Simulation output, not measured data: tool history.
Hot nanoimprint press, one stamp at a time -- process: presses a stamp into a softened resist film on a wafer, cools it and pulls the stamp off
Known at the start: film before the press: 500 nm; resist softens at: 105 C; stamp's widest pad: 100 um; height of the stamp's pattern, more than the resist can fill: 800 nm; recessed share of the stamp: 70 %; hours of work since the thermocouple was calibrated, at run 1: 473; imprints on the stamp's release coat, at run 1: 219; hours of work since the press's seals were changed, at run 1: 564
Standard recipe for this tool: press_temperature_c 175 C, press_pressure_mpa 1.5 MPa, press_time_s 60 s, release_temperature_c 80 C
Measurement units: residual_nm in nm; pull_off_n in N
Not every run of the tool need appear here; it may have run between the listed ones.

run,hour,press_temperature_c,press_pressure_mpa,press_time_s,release_temperature_c,hours of work since the thermocouple was calibrated,imprints on the stamp's release coat,hours of work since the press's seals were changed,residual_nm,pull_off_n
1,0,175,1.5,60,80,473,219,564,287.9,140
2,18,175,1.5,60,80,485,304,576,288.6,146
3,40.4,175,1.5,60,80,500,409,590,286.6,147
4,72.3,175,1.5,60,80,521,558,611,287,156
5,115.1,175,1.5,60,68,549,758,639,291.3,200
6,148.5,175,1.5,38,68,570,914,661,329.6,217
# hour 154.3: plate thermocouple calibrated
7,171.4,175,1.5,60,71,11,1008,674,274.7,202
8,207.5,175,1.5,60,80,35,1177,697,279.3,179
9,231.4,175,1.5,60,80,50,1289,713,278.2,186
# hour 252.1: stamp cleaned and given a new release coat
10,272.2,175,1.5,60,80,73,94,736,279.1,129
11,293.5,183,1.5,60,80,87,193,750,217.7,133
12,323.7,183,1.5,60,80,107,335,769,220.4,141
13,367.8,175,1.5,60,80,136,541,798,279.8,152
14,389,175,1.5,60,80,149,641,812,281.8,154
15,420.7,175,1.5,60,80,170,789,833,284.2,165
16,456.2,175,1.5,60,80,193,955,856,281.5,169
17,492,175,1.5,31,86,217,1123,879,348.8,159
18,536.1,175,1.5,31,86,246,1330,908,347.6,171
# hour 549.2: stamp cleaned and given a new release coat
19,569,175,1.1,31,66,263,92,926,373.6,164
20,596.6,175,1.1,31,66,281,222,944,373.4,170
21,635.2,172,1.51,78,69,306,402,969,289.5,177
22,678.8,175,1.05,60,72,335,607,997,321.6,182
23,706.6,166,0.91,69,65,353,737,1016,404.8,207
24,748,175,1.48,60,75,380,931,1043,293,192
25,777.2,175,1.5,111,83,399,1068,1062,233,175
26,799.6,179,1.5,60,67,414,1173,1076,255.1,235
# hour 811.1: press's hydraulic seals changed and the load cell set to zero
# hour 854.2: stamp cleaned and given a new release coat
27,857.6,179,1.5,60,67,443,15,26,248,157
28,882.5,185,1.5,60,80,459,132,43,205.3,133
29,910.9,185,1.5,60,80,477,265,61,207.8,139

Across each entry between runs, compare the hidden state at the last listed run before it with the hidden state at the first listed run after it:
Runs 6 to 7: plate thermocouple calibrated (hour 154.3)
  true temperature over the reading, C: -1.64 -> -0.14; pressure that arrives at the usual setting, %: 95.25 -> 95.15; grip of the stamp's worn release coat, % over a new coat's: 35.8 -> 39.7
  measured result minus the result with no hidden state, residual_nm: +18.7 -> +6.1 nm; pull_off_n: +61 -> +57 N
Runs 9 to 10: stamp cleaned and given a new release coat (hour 252.1)
  true temperature over the reading, C: -0.26 -> -0.33; pressure that arrives at the usual setting, %: 94.88 -> 94.72; grip of the stamp's worn release coat, % over a new coat's: 51.6 -> 3.5
  measured result minus the result with no hidden state, residual_nm: +7.4 -> +8.3 nm; pull_off_n: +64 -> +5 N
Runs 18 to 19: stamp cleaned and given a new release coat (hour 549.2)
  true temperature over the reading, C: -0.85 -> -0.9; pressure that arrives at the usual setting, %: 93.46 -> 93.32; grip of the stamp's worn release coat, % over a new coat's: 53.4 -> 3.4
  measured result minus the result with no hidden state, residual_nm: +13.6 -> +11.4 nm; pull_off_n: +61 -> +8 N
Runs 26 to 27: press's hydraulic seals changed and the load cell set to zero (hour 811.1); stamp cleaned and given a new release coat (hour 854.2)
  true temperature over the reading, C: -1.34 -> -1.43; pressure that arrives at the usual setting, %: 92.24 -> 99.81; grip of the stamp's worn release coat, % over a new coat's: 46.6 -> 0.6
  measured result minus the result with no hidden state, residual_nm: +18.4 -> +11.3 nm; pull_off_n: +78 -> +4 N
